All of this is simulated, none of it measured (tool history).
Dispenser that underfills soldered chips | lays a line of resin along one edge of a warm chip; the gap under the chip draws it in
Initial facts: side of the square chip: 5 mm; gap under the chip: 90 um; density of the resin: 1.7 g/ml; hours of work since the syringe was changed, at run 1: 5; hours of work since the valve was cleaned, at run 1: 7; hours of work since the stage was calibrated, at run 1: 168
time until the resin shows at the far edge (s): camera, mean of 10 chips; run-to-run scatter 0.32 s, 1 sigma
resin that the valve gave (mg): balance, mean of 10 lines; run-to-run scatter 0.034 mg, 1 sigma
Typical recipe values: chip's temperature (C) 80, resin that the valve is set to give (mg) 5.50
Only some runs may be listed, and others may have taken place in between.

run   hour  chip's temperature (C)  resin that the valve is set to give (mg)  hours of work since the syringe was changed  hours of work since the valve was cleaned  hours of work since the stage was calibrated  time until the resin shows at the far edge (s)  resin that the valve gave (mg)
  1    0.0                      80                                      5.50                                            5                                          7                                           168                                            20.1                            5.54
       5.0  -- new syringe of resin
  2    7.0                      80                                      5.50                                            1                                         11                                           173                                            14.1                            5.52
  3   11.3                      80                                      5.50                                            4                                         14                                           175                                            17.6                            5.46
      17.8  -- new syringe of resin
  4   18.8                      80                                      5.50                                            1                                         18                                           180                                            13.7                            5.46
  5   23.1                      80                                      5.50                                            3                                         21                                           182                                            17.0                            5.41
      30.7  -- new syringe of resin
  6   31.0                      80                                      5.50                                            0                                         26                                           187                                            12.2                            5.46
  7   34.9                      80                                      5.50                                            3                                         28                                           190                                            15.7                            5.45
  8   41.2                      80                                      5.90                                            7                                         32                                           194                                            20.6                            5.81
      43.9  -- new syringe of resin
  9   45.9                      80                                      5.50                                            1                                         35                                           196                                            13.8                            5.44
 10   53.0                      80                                      5.50                                            6                                         40                                           201                                            20.5                            5.45
      56.5  -- new syringe of resin
 11   56.5                      80                                      5.50                                            0                                         42                                           203                                            12.1                            5.47
 12   62.8                      80                                      6.46                                            4                                         46                                           207                                            16.0                            6.36
      69.4  -- new syringe of resin
 13   69.7                      80                                      5.16                                            0                                         50                                           211                                            13.3                            5.03
 14   72.9                      84                                      5.50                                            2                                         52                                           213                                            13.3                            5.44
 15   76.4                      84                                      5.50                                            4                                         54                                           215                                            16.3                            5.39
 16   80.3                      66                                      6.36                                            7                                         56                                           218                                            40.1                            6.28
      82.0  -- new syringe of resin
 17   85.0                      81                                      5.64                                            2                                         59                                           220                                            14.3                            5.53
 18   89.6                      83                                      5.21                                            5                                         62                                           223                                            17.2                            5.10
 19   93.9                      94                                      6.87                                            7                                         65                                           226                                            13.4                            6.69
      94.7  -- new syringe of resin
 20   98.8                      94                                      6.87                                            3                                         68                                           229                                             9.1                            6.66
 21  103.5                      94                                      6.87                                            5                                         70                                           232                                            11.3                            6.75
     107.4  -- new syringe of resin
 22  107.4                      94                                      5.79                                            0                                         73                                           234                                             6.9                            5.65
 23  111.8                      81                                      5.79                                            3                                         76                                           237                                            15.5                            5.64
 24  118.5                      70                                      4.94                                            7                                         80                                           241                                            36.4                            4.82
     120.3  -- new syringe of resin
 25  122.9                      67                                      5.43                                            2                                         82                                           244                                            25.5                            5.25
 26  128.0                      92                                      5.80                                            5                                         85                                           247                                            11.5                            5.65
     133.4  -- new syringe of resin
 27  135.5                      87                                      5.13                                            1                                         90                                           251                                            11.9                            5.04
 28  139.2                      87                                      5.13                                            4                                         92                                           254                                            13.8                            4.98
 29  142.8                      80                                      5.69                                            6                                         95                                           256                                            21.1                            5.51
     146.1  -- new syringe of resin
 30  149.2                      91                                      6.10                                            2                                         98                                           260                                             9.5                            5.84

Measured minus without-hidden-state, run by run (identical run-to-run variation in each term; gauge scatter may differ):
The hidden state here: resin's viscosity, % of fresh resin's; dose that the valve gives, % of what is set; true chip temperature over the reading, C; drift of the gauge itself on fill_s, %; drift of the gauge itself on given_mg, %.
run  time until the resin shows at the far edge (s)  resin that the valve gave (mg)
  1                                            +7.7                           -0.01
  2                                            +2.1                           -0.02
  3                                            +5.5                           -0.02
  4                                            +1.5                           -0.03
  5                                            +4.8                           -0.04
  6                                            +0.7                           -0.05
  7                                            +3.6                           -0.05
  8                                            +9.3                           -0.07
  9                                            +2.3                           -0.07
 10                                            +8.7                           -0.07
 11                                            +0.5                           -0.08
 12                                            +5.1                           -0.10
 13                                            +1.2                           -0.09
 14                                            +3.0                           -0.10
 15                                            +5.7                           -0.10
 16                                           +19.2                           -0.12
 17                                            +2.6                           -0.12
 18                                            +6.1                           -0.11
 19                                            +6.4                           -0.15
 20                                            +2.1                           -0.15
 21                                            +4.5                           -0.17
 22                                            +0.5                           -0.14
 23                                            +4.1                           -0.15
 24                                           +17.4                           -0.13
 25                                            +4.5                           -0.15
 26                                            +4.2                           -0.17
 27                                            +2.2                           -0.16
 28                                            +4.6                           -0.16
 29                                            +9.5                           -0.19
 30                                            +2.1                           -0.21
